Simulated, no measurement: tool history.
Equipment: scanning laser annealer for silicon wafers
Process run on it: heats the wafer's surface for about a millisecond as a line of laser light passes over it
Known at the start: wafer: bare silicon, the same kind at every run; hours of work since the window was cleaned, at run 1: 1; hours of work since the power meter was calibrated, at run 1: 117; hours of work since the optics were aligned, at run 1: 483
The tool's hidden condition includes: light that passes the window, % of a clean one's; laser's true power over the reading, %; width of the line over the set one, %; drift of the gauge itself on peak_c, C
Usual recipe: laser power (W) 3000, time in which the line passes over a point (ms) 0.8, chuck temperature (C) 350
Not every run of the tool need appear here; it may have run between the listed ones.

run   hour  laser power (W)  time in which the line passes over a point (ms)  chuck temperature (C)  hours of work since the window was cleaned  hours of work since the power meter was calibrated  hours of work since the optics were aligned  highest temperature of the surface (C)
  1      0             3000                                              0.8                    350                                           1                                                 117                                          483                                    1122
  2      9             3000                                              0.8                    350                                           8                                                 124                                          490                                    1123
  3   20.1             3000                                              0.8                    350                                          16                                                 132                                          498                                    1122
  4   34.1             3000                                              0.8                    350                                          27                                                 142                                          508                                    1121
  5   43.3             3000                                              0.8                    350                                          34                                                 149                                          515                                    1118
  6   59.2             3000                                              0.8                    350                                          46                                                 161                                          527                                    1117
  7   68.7             3000                                              0.8                    350                                          53                                                 168                                          534                                    1121
  8   76.4             3000                                              0.8                    339                                          59                                                 174                                          540                                    1109
  9     85             3000                                              0.8                    339                                          65                                                 181                                          547                                    1110
 10   99.3             3000                                              0.8                    350                                          76                                                 191                                          557                                    1120
 11  106.1             3000                                              0.8                    350                                          81                                                 196                                          562                                    1115
 12    115             3000                                              0.8                    350                                          88                                                 203                                          569                                    1113
 13  126.3             3000                                            0.649                    350                                          96                                                 212                                          578                                    1045
 14  133.9             3000                                              0.8                    350                                         102                                                 217                                          583                                    1115
 15  146.5             3000                                              0.8                    350                                         111                                                 227                                          593                                    1114
 16  154.6             3000                                              0.8                    350                                         117                                                 233                                          599                                    1115
 17  162.8             3000                                              0.8                    350                                         123                                                 239                                          605                                    1112
 18  173.1             3000                                              0.8                    350                                         131                                                 247                                          613                                    1113
 19  182.3             3000                                              0.8                    362                                         138                                                 254                                          620                                    1121
 20  197.9             3038                                              0.8                    362                                         150                                                 265                                          631                                    1133
 21  213.5             3038                                              0.8                    362                                         162                                                 277                                          643                                    1132
 22  228.1             3129                                             0.85                    347                                         172                                                 288                                          654                                    1170
 23  240.2             2893                                            0.586                    312                                         182                                                 297                                          663                                     938
 24  250.7             2655                                            0.967                    350                                         189                                                 305                                          671                                    1066
 25  259.3             2898                                            0.966                    350                                         196                                                 311                                          677                                    1141
 26  272.4             2795                                            0.691                    345                                         206                                                 321                                          687                                     995
 27  281.6             3000                                            0.903                    367                                         213                                                 328                                          694                                    1167
 28  289.2             3000                                             0.67                    366                                         218                                                 334                                          700                                    1060
 29  302.7             3000                                             0.67                    366                                         228                                                 344                                          710                                    1060
 30    319             3000                                              0.8                    331                                         241                                                 356                                          722                                    1083
 31  334.3             3000                                              0.8                    331                                         252                                                 368                                          734                                    1083
 32  346.3             3000                                              0.8                    331                                         261                                                 377                                          743                                    1083
 33  358.2             2585                                            0.772                    376                                         270                                                 385                                          751                                     995
 34  373.3             3264                                            0.866                    381                                         281                                                 397                                          763                                    1243
 35  383.4             3208                                            0.635                    329                                         289                                                 404                                          770                                    1061
 36  396.5             3208                                            0.635                    329                                         299                                                 414                                          780                                    1060
 37  404.1             2587                                            0.672                    325                                         304                                                 420                                          786                                     901
 38  416.4             2843                                            0.764                    324                                         314                                                 429                                          795                                    1011
 39  424.4             2843                                            0.764                    324                                         320                                                 435                                          801                                    1009
 40  440.6             3000                                            0.625                    343                                         332                                                 447                                          813                                    1012
 41  456.2             3123                                              0.8                    358                                         344                                                 459                                          825                                    1142

Measured result minus the same run's result without the hidden state. Both carry the same run-to-run variation, though not necessarily the same gauge scatter:
run  highest temperature of the surface (C)
  1                                     -12
  2                                     -14
  3                                     -14
  4                                     -15
  5                                     -16
  6                                     -17
  7                                     -17
  8                                     -18
  9                                     -18
 10                                     -19
 11                                     -20
 12                                     -20
 13                                     -19
 14                                     -21
 15                                     -22
 16                                     -22
 17                                     -23
 18                                     -24
 19                                     -24
 20                                     -25
 21                                     -26
 22                                     -28
 23                                     -23
 24                                     -26
 25                                     -30
 26                                     -25
 27                                     -31
 28                                     -28
 29                                     -28
 30                                     -32
 31                                     -33
 32                                     -34
 33                                     -28
 34                                     -41
 35                                     -35
 36                                     -35
 37                                     -28
 38                                     -35
 39                                     -35
 40                                     -35
 41                                     -42
